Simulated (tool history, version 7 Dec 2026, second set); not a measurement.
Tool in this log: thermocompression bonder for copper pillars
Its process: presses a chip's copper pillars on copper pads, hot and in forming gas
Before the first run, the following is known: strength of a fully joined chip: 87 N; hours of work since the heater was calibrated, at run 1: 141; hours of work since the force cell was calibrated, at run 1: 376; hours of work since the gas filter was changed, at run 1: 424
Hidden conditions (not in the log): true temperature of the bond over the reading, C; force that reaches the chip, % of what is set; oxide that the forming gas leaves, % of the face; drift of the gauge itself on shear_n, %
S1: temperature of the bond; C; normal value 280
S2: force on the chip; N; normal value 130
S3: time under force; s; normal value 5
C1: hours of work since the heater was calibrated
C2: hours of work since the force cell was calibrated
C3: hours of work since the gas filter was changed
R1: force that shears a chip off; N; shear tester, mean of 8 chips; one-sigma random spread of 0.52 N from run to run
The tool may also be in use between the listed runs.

Run 1, day 0.000: usual settings; C1 141; C2 376; C3 424. Result: R1 34.4 N.
Run 2, day 1.454: usual settings; C1 168; C2 403; C3 451. Result: R1 33.5 N.
At day 2.125: forming gas filter changed.
Run 3, day 2.183: usual settings; C1 181; C2 416; C3 1. Result: R1 35.7 N.
Run 4, day 3.142: usual settings; C1 199; C2 433; C3 19. Result: R1 34.3 N.
Run 5, day 4.379: usual settings but S2 111 N; C1 221; C2 456; C3 42. Result: R1 30.0 N.
Run 6, day 5.379: usual settings but S2 111 N; C1 240; C2 475; C3 60. Result: R1 31.0 N.
Run 7, day 6.208: usual settings but S1 297 C; C1 255; C2 490; C3 75. Result: R1 42.3 N.
Run 8, day 6.858: usual settings but S1 297 C; C1 267; C2 502; C3 88. Result: R1 42.4 N.
Run 9, day 7.979: usual settings but S2 98 N; C1 288; C2 523; C3 108. Result: R1 26.5 N.
Run 10, day 8.812: usual settings but S2 98 N; C1 303; C2 538; C3 124. Result: R1 27.2 N.
Run 11, day 9.454: usual settings but S2 98 N; C1 315; C2 550; C3 136. Result: R1 25.7 N.
Run 12, day 10.533: usual settings but S2 98 N; C1 335; C2 570; C3 155. Result: R1 25.6 N.
Run 13, day 11.638: usual settings but S2 98 N; C1 356; C2 590; C3 176. Result: R1 26.1 N.
Run 14, day 12.246: usual settings but S2 98 N; C1 367; C2 602; C3 187. Result: R1 25.6 N.
Run 15, day 13.612: usual settings but S2 98 N; C1 392; C2 627; C3 212. Result: R1 25.3 N.
Run 16, day 14.321: usual settings but S2 98 N; C1 405; C2 640; C3 226. Result: R1 25.4 N.
Run 17, day 15.542: usual settings but S2 98 N; C1 428; C2 663; C3 248. Result: R1 26.2 N.
Run 18, day 16.317: usual settings but S2 98 N; C1 442; C2 677; C3 262. Result: R1 25.5 N.
Run 19, day 17.279: usual settings; C1 460; C2 695; C3 280. Result: R1 32.5 N.
Run 20, day 18.667: usual settings but S2 101 N, S3 3 s; C1 486; C2 720; C3 306. Result: R1 20.7 N.
Run 21, day 19.450: usual settings but S1 290 C, S2 129 N, S3 6 s; C1 500; C2 735; C3 320. Result: R1 39.5 N.
Run 22, day 20.512: usual settings but S1 251 C, S2 183 N, S3 6 s; C1 520; C2 755; C3 340. Result: R1 30.2 N.
Run 23, day 21.688: usual settings but S1 251 C, S2 136 N, S3 6 s; C1 541; C2 776; C3 362. Result: R1 22.3 N.
Run 24, day 22.817: usual settings but S1 275 C, S2 88 N, S3 4 s; C1 562; C2 797; C3 383. Result: R1 19.3 N.
Run 25, day 23.975: usual settings but S1 307 C, S2 135 N, S3 4 s; C1 584; C2 819; C3 404. Result: R1 43.0 N.
Run 26, day 25.442: usual settings but S1 309 C, S2 135 N, S3 4 s; C1 611; C2 846; C3 431. Result: R1 43.4 N.
Run 27, day 26.746: usual settings but S1 259 C, S2 91 N; C1 635; C2 870; C3 455. Result: R1 15.6 N.
At day 27.171: forming gas filter changed.
Run 28, day 27.571: usual settings but S1 271 C, S2 179 N; C1 650; C2 885; C3 7. Result: R1 37.3 N.
Run 29, day 28.346: usual settings but S1 271 C, S2 179 N; C1 664; C2 899; C3 22. Result: R1 36.8 N.
Run 30, day 29.633: usual settings but S1 295 C, S2 98 N; C1 688; C2 923; C3 45. Result: R1 30.3 N.
Run 31, day 30.412: usual settings but S1 295 C, S2 98 N; C1 702; C2 937; C3 60. Result: R1 31.6 N.
Run 32, day 31.150: usual settings but S1 295 C, S2 98 N; C1 716; C2 951; C3 74. Result: R1 30.9 N.
Run 33, day 32.608: usual settings but S1 295 C, S2 98 N; C1 743; C2 978; C3 101. Result: R1 30.8 N.
Run 34, day 33.767: usual settings but S1 295 C, S2 98 N; C1 764; C2 999; C3 122. Result: R1 30.3 N.
Run 35, day 34.429: usual settings but S1 295 C, S2 98 N; C1 777; C2 1012; C3 134. Result: R1 31.3 N.
Run 36, day 35.538: usual settings but S2 92 N; C1 797; C2 1032; C3 155. Result: R1 23.0 N.
Run 37, day 36.433: usual settings but S1 294 C, S2 99 N, S3 3 s; C1 814; C2 1049; C3 171. Result: R1 24.2 N.

Difference, measured minus no-hidden-state, one row per run. Run-to-run variation is common to both terms; the gauge's own scatter need not be:
run    R1
  1  -2.6
  2  -2.8
  3  -1.4
  4  -1.6
  5  -1.7
  6  -1.8
  7  -2.3
  8  -2.4
  9  -2.0
 10  -2.1
 11  -2.1
 12  -2.3
 13  -2.4
 14  -2.5
 15  -2.7
 16  -2.8
 17  -3.0
 18  -3.1
 19  -3.9
 20  -2.9
 21  -4.6
 22  -4.5
 23  -3.7
 24  -3.2
 25  -5.6
 26  -5.8
 27  -3.2
 28  -4.6
 29  -4.7
 30  -4.1
 31  -4.3
 32  -4.4
 33  -4.5
 34  -4.7
 35  -4.8
 36  -4.2
 37  -4.4

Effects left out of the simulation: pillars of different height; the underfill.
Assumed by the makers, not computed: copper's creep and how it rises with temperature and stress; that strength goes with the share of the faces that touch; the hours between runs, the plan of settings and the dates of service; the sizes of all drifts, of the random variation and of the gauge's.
